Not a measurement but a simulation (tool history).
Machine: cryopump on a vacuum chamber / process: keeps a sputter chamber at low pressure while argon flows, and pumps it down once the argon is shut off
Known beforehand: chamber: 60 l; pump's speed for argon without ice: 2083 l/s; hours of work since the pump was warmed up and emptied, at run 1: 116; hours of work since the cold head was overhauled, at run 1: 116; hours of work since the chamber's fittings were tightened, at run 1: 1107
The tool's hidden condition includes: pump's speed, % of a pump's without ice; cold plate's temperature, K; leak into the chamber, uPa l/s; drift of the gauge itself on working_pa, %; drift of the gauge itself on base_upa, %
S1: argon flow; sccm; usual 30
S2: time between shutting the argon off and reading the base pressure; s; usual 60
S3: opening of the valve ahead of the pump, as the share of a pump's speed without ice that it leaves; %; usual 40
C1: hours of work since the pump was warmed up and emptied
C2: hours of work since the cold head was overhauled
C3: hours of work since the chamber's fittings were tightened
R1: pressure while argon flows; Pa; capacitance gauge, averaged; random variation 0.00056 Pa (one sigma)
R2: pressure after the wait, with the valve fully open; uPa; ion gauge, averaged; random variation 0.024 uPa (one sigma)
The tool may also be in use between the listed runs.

run     day  S1   S2  S3   C1   C2    C3      R1    R2
  1       0  30   60  40  116  116  1107  0.0627  1.57
  2   1.975  20   60  40  145  145  1135   0.042  1.52
  3   3.229  20   60  40  163  163  1153   0.042  1.51
  4   5.158  30   60  57  191  191  1181  0.0446  1.59
  5   6.346  30   60  57  208  208  1198  0.0451  1.67
  6   7.296  30   60  57  222  222  1212  0.0448  1.63
  7   9.008  30   60  17  246  246  1237  0.1458   1.6
  8  10.892  30   60  17  274  274  1264  0.1466  1.65
  9  11.896  30   60  17  288  288  1279  0.1462  1.66
 10  13.162  30   60  17  306  306  1297  0.1476   1.7
 11  14.712  34  272  30  329  329  1319  0.0961  1.04
 12  16.704  21   32  40  357  357  1348  0.0448  2.41
 13  18.683  25   53  40  386  386  1377  0.0543   1.8
     19.808  -- leaking fittings of the chamber tightened, without venting
 14  20.967  23  211  54  418  418    17   0.039  0.41
 15  22.688  23  211  17  443  443    42  0.1135  0.41

Predict each of these 4 candidate next runs independently; none follows another, all start after run 15:
  A  24.567  36   60  40  470  470  69   ?   ?
  B  24.567  23  211  26  470  470  69   ?   ?
  C  24.567  13   51  55  470  470  69   ?   ?
  D  24.567  39  211  19  470  470  69   ?   ?

run      R1    R2
  A  0.0798  0.99
  B  0.0767  0.42
  C  0.0215  1.13
  D  0.1736  0.45
Without the tool's unlogged condition, the same runs would have read:
run      R1    R2
  A  0.0724  0.91
  B   0.072  0.34
  C  0.0188  1.05
  D  0.1657  0.37
